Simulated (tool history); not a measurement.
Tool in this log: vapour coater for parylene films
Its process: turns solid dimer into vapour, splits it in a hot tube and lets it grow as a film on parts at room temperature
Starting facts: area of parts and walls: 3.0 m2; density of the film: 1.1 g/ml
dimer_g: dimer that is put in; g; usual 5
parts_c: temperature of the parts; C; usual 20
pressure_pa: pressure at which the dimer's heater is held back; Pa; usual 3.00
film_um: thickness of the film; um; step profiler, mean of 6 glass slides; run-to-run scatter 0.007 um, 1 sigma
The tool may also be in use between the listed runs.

run,day,dimer_g,parts_c,pressure_pa,film_um
1,0.000,5,20,3.00,0.839
2,2.600,5,20,3.00,0.829
3,4.250,5,20,3.00,0.822
4,6.192,5,20,3.00,0.808
5,8.929,5,20,3.00,0.787
# day 9.975: trap's valve overhauled
6,11.050,5,20,3.00,0.918
7,12.446,5,20,3.00,0.891
8,13.900,5,20,3.00,0.885
9,15.712,5,20,3.00,0.876
10,17.033,5,20,3.00,0.886
11,18.317,5,20,3.00,0.864
12,19.954,5,20,3.00,0.862
13,22.921,5,20,5.76,0.809
14,25.762,5,20,5.76,0.803
15,28.358,5,20,3.00,0.813
16,30.738,5,20,4.14,0.778
17,33.733,5,20,4.14,0.779
# day 35.000: trap's valve overhauled
18,35.412,5,20,9.33,0.838
19,37.329,5,20,9.33,0.834
20,39.512,5,20,9.33,0.814
21,41.129,5,20,3.28,0.851
22,43.833,5,20,3.28,0.850
23,45.242,5,20,3.00,0.849
24,47.688,5,20,3.00,0.835
25,49.279,7,28,2.05,0.855
26,50.871,7,13,2.28,1.548
27,52.962,5,20,4.41,0.795
28,55.633,5,20,5.96,0.779
29,58.438,5,20,5.96,0.762
# day 59.942: trap's valve overhauled
30,61.475,4,13,3.87,0.928
31,63.708,4,13,3.87,0.910
32,66.475,7,13,5.28,1.524
33,68.850,7,13,5.28,1.524
34,71.233,7,13,5.28,1.475
# day 72.408: table's thermometer calibrated
35,72.525,2,13,2.91,0.465
36,74.558,2,13,2.68,0.441
37,76.558,2,13,2.68,0.450
38,79.100,9,13,3.00,2.000
39,82.125,4,13,6.42,0.833
40,84.600,3,18,3.00,0.524
# day 85.046: trap's valve overhauled
41,86.638,5,15,3.00,1.120
42,88.958,5,15,3.00,1.115
43,91.004,5,14,10.01,1.056
44,93.896,6,13,9.99,1.298
45,95.442,5,24,2.99,0.749
46,98.029,6,17,2.99,1.176
47,100.467,6,19,4.18,1.027

Alternative continuations, all from the tool just after run 47; predict every row:
A,102.062,7,30,2.13,?
B,102.062,7,23,3.00,?
C,102.062,6,19,4.58,?

run,film_um
A,0.805
B,1.030
C,1.024
What these runs would have given with no unlogged condition in the tool:
run,film_um
A,0.898
B,1.149
C,1.141
